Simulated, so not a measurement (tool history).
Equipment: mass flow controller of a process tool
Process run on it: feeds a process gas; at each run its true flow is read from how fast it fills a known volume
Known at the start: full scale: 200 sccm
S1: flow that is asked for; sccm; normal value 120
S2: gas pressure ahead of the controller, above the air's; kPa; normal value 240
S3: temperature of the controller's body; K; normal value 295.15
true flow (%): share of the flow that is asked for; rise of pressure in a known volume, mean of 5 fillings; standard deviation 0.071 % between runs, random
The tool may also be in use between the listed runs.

run 1 hour=0 | S1=120 S2=240 S3=295.15 | true_flow_(%)=100.66
run 2 hour=46.6 | S1=30 S2=240 S3=295.15 | true_flow_(%)=99.24
run 3 hour=117.4 | S1=30 S2=240 S3=295.15 | true_flow_(%)=99.31
run 4 hour=191.2 | S1=30 S2=240 S3=295.15 | true_flow_(%)=99.26
run 5 hour=263 | S1=120 S2=240 S3=295.15 | true_flow_(%)=100.54
run 6 hour=351.7 | S1=120 S2=240 S3=295.15 | true_flow_(%)=100.54
run 7 hour=437.3 | S1=120 S2=240 S3=295.15 | true_flow_(%)=100.64
run 8 hour=527.5 | S1=120 S2=240 S3=295.15 | true_flow_(%)=100.65
run 9 hour=588.4 | S1=120 S2=240 S3=295.15 | true_flow_(%)=100.59
run 10 hour=641.7 | S1=120 S2=240 S3=295.15 | true_flow_(%)=100.73
run 11 hour=745.5 | S1=120 S2=240 S3=295.15 | true_flow_(%)=100.7
run 12 hour=829.6 | S1=120 S2=240 S3=295.15 | true_flow_(%)=100.66
run 13 hour=911 | S1=120 S2=240 S3=295.15 | true_flow_(%)=100.81
run 14 hour=1003.5 | S1=120 S2=240 S3=302.15 | true_flow_(%)=99.94
run 15 hour=1066.1 | S1=120 S2=240 S3=302.15 | true_flow_(%)=99.88
run 16 hour=1145.5 | S1=120 S2=240 S3=302.15 | true_flow_(%)=100.02
run 17 hour=1212.1 | S1=120 S2=258 S3=302.15 | true_flow_(%)=99.99
run 18 hour=1258 | S1=120 S2=258 S3=302.15 | true_flow_(%)=99.97
run 19 hour=1310.5 | S1=120 S2=258 S3=302.15 | true_flow_(%)=99.98
run 20 hour=1410.7 | S1=120 S2=258 S3=302.15 | true_flow_(%)=99.94
run 21 hour=1453.6 | S1=34 S2=258 S3=302.15 | true_flow_(%)=98.46
run 22 hour=1522.9 | S1=120 S2=240 S3=301.15 | true_flow_(%)=100.08
run 23 hour=1571 | S1=120 S2=240 S3=297.15 | true_flow_(%)=100.48
run 24 hour=1631.6 | S1=44 S2=240 S3=295.15 | true_flow_(%)=99.71
run 25 hour=1715 | S1=40 S2=241 S3=295.15 | true_flow_(%)=99.6

Forecast run 26:
run 26 hour=1802 | S1=118 S2=195 S3=300.15 | true_flow_(%)=?

Run 26 came out at true flow (%) 100.61.
Take away the tool's hidden state, keep the run-to-run variation as it was, and the same run would have given true flow (%) 99.78.
